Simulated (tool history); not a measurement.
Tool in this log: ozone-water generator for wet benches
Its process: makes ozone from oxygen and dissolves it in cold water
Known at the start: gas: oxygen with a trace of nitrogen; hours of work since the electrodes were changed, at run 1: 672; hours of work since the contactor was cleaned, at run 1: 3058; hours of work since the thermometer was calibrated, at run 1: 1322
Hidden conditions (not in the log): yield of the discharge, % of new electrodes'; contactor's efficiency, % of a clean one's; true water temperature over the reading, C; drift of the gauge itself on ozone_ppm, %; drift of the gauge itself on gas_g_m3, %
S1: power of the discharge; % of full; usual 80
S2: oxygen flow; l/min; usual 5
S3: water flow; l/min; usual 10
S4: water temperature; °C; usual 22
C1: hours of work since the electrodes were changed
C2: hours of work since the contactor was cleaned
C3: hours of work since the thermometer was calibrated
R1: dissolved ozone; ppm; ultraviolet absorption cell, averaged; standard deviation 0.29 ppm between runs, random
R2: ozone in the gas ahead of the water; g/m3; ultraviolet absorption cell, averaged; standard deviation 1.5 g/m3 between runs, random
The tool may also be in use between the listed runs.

{"run": 1, "hour": 0.0, "S1": 80, "S2": 5, "S3": 10, "S4": 22, "C1": 672, "C2": 3058, "C3": 1322, "R1": 45.5, "R2": 291}
{"run": 2, "hour": 66.2, "S1": 80, "S2": 5, "S3": 10, "S4": 22, "C1": 738, "C2": 3124, "C3": 1389, "R1": 45.4, "R2": 292.5}
{"run": 3, "hour": 195.1, "S1": 80, "S2": 5, "S3": 10, "S4": 22, "C1": 866, "C2": 3253, "C3": 1517, "R1": 44.7, "R2": 288.6}
{"run": 4, "hour": 296.5, "S1": 80, "S2": 5, "S3": 10, "S4": 22, "C1": 968, "C2": 3354, "C3": 1618, "R1": 45.2, "R2": 291.6}
{"run": 5, "hour": 414.4, "S1": 80, "S2": 5, "S3": 10, "S4": 22, "C1": 1085, "C2": 3472, "C3": 1736, "R1": 45.4, "R2": 288.6}
{"run": 6, "hour": 549.3, "S1": 80, "S2": 5, "S3": 10, "S4": 22, "C1": 1220, "C2": 3607, "C3": 1871, "R1": 45.4, "R2": 292}
{"run": 7, "hour": 672.8, "S1": 80, "S2": 3.65, "S3": 10, "S4": 22, "C1": 1343, "C2": 3730, "C3": 1994, "R1": 49.8, "R2": 362.7}
{"run": 8, "hour": 819.7, "S1": 61, "S2": 5, "S3": 10, "S4": 22, "C1": 1490, "C2": 3877, "C3": 2141, "R1": 37.8, "R2": 241.5}
{"run": 9, "hour": 917.2, "S1": 61, "S2": 5, "S3": 10, "S4": 22, "C1": 1587, "C2": 3974, "C3": 2238, "R1": 37.9, "R2": 244.6}
{"run": 10, "hour": 1018.6, "S1": 61, "S2": 5, "S3": 10, "S4": 22, "C1": 1688, "C2": 4075, "C3": 2339, "R1": 37.8, "R2": 244.6}
{"run": 11, "hour": 1132.2, "S1": 61, "S2": 5, "S3": 10, "S4": 22, "C1": 1802, "C2": 4188, "C3": 2453, "R1": 37.5, "R2": 245.5}
{"hour": 1243.2, "done": "water thermometer calibrated"}
{"run": 12, "hour": 1243.2, "S1": 61, "S2": 5, "S3": 10, "S4": 22, "C1": 1912, "C2": 4299, "C3": 0, "R1": 37.6, "R2": 243.8}
{"run": 13, "hour": 1311.6, "S1": 80, "S2": 5, "S3": 10, "S4": 20, "C1": 1980, "C2": 4367, "C3": 68, "R1": 47.3, "R2": 295.6}
{"run": 14, "hour": 1450.7, "S1": 80, "S2": 5, "S3": 10, "S4": 20, "C1": 2119, "C2": 4506, "C3": 207, "R1": 47, "R2": 295.2}
{"run": 15, "hour": 1567.1, "S1": 80, "S2": 5, "S3": 10, "S4": 22, "C1": 2236, "C2": 4622, "C3": 323, "R1": 45.2, "R2": 293.3}
{"run": 16, "hour": 1719.9, "S1": 80, "S2": 5, "S3": 10, "S4": 22, "C1": 2388, "C2": 4775, "C3": 476, "R1": 45.9, "R2": 290.4}
{"run": 17, "hour": 1810.3, "S1": 80, "S2": 5, "S3": 10, "S4": 22, "C1": 2478, "C2": 4865, "C3": 566, "R1": 45.4, "R2": 294}
{"run": 18, "hour": 1897.5, "S1": 79, "S2": 6.74, "S3": 9, "S4": 22, "C1": 2565, "C2": 4952, "C3": 653, "R1": 42.1, "R2": 234.9}
{"run": 19, "hour": 2009.8, "S1": 80, "S2": 8.76, "S3": 10, "S4": 22, "C1": 2677, "C2": 5064, "C3": 765, "R1": 36.6, "R2": 200}
{"run": 20, "hour": 2086.9, "S1": 80, "S2": 8.76, "S3": 10, "S4": 22, "C1": 2754, "C2": 5141, "C3": 842, "R1": 36.4, "R2": 200}
{"run": 21, "hour": 2169.4, "S1": 80, "S2": 8.76, "S3": 10, "S4": 22, "C1": 2837, "C2": 5223, "C3": 925, "R1": 36.8, "R2": 201}
{"run": 22, "hour": 2248.2, "S1": 80, "S2": 8.76, "S3": 10, "S4": 22, "C1": 2915, "C2": 5302, "C3": 1003, "R1": 36.7, "R2": 200.3}
{"run": 23, "hour": 2314.7, "S1": 80, "S2": 8.76, "S3": 10, "S4": 22, "C1": 2982, "C2": 5369, "C3": 1070, "R1": 36.7, "R2": 200.9}
{"run": 24, "hour": 2396.2, "S1": 42, "S2": 8.76, "S3": 11, "S4": 22, "C1": 3063, "C2": 5450, "C3": 1151, "R1": 22.6, "R2": 128.5}
{"run": 25, "hour": 2536.5, "S1": 80, "S2": 5.75, "S3": 10, "S4": 20, "C1": 3203, "C2": 5590, "C3": 1291, "R1": 44.8, "R2": 266.1}
{"hour": 2569.1, "done": "contactor cleaned"}
{"run": 26, "hour": 2695.9, "S1": 80, "S2": 5.75, "S3": 10, "S4": 20, "C1": 3358, "C2": 127, "C3": 1446, "R1": 44.8, "R2": 267.1}
{"run": 27, "hour": 2762.0, "S1": 73, "S2": 4.08, "S3": 13, "S4": 27, "C1": 3424, "C2": 193, "C3": 1512, "R1": 35.4, "R2": 314.2}
{"run": 28, "hour": 2914.6, "S1": 42, "S2": 4.55, "S3": 15, "S4": 25, "C1": 3577, "C2": 345, "C3": 1665, "R1": 22.4, "R2": 201.1}
{"run": 29, "hour": 3017.1, "S1": 45, "S2": 5, "S3": 14, "S4": 22, "C1": 3679, "C2": 447, "C3": 1767, "R1": 25.7, "R2": 195}
{"run": 30, "hour": 3158.4, "S1": 82, "S2": 5, "S3": 10, "S4": 20, "C1": 3820, "C2": 588, "C3": 1908, "R1": 47.7, "R2": 294.6}
{"run": 31, "hour": 3297.6, "S1": 82, "S2": 5, "S3": 10, "S4": 20, "C1": 3959, "C2": 727, "C3": 2047, "R1": 47.5, "R2": 297.5}
{"run": 32, "hour": 3459.7, "S1": 64, "S2": 6.44, "S3": 10, "S4": 15, "C1": 4121, "C2": 889, "C3": 2209, "R1": 41.2, "R2": 211.4}
{"run": 33, "hour": 3603.9, "S1": 64, "S2": 6.44, "S3": 10, "S4": 15, "C1": 4265, "C2": 1033, "C3": 2353, "R1": 41.6, "R2": 212.3}

Take each entry between the runs: how does the hidden state at the last listed run before it differ from the hidden state at the first listed run after it?
Between runs 11 and 12: water thermometer calibrated (hour 1243.2)
  no difference in the tool's unlogged condition between these two runs
Between runs 25 and 26: contactor cleaned (hour 2569.1)
  contactor's efficiency, % of a clean one's: 99.8 -> 100

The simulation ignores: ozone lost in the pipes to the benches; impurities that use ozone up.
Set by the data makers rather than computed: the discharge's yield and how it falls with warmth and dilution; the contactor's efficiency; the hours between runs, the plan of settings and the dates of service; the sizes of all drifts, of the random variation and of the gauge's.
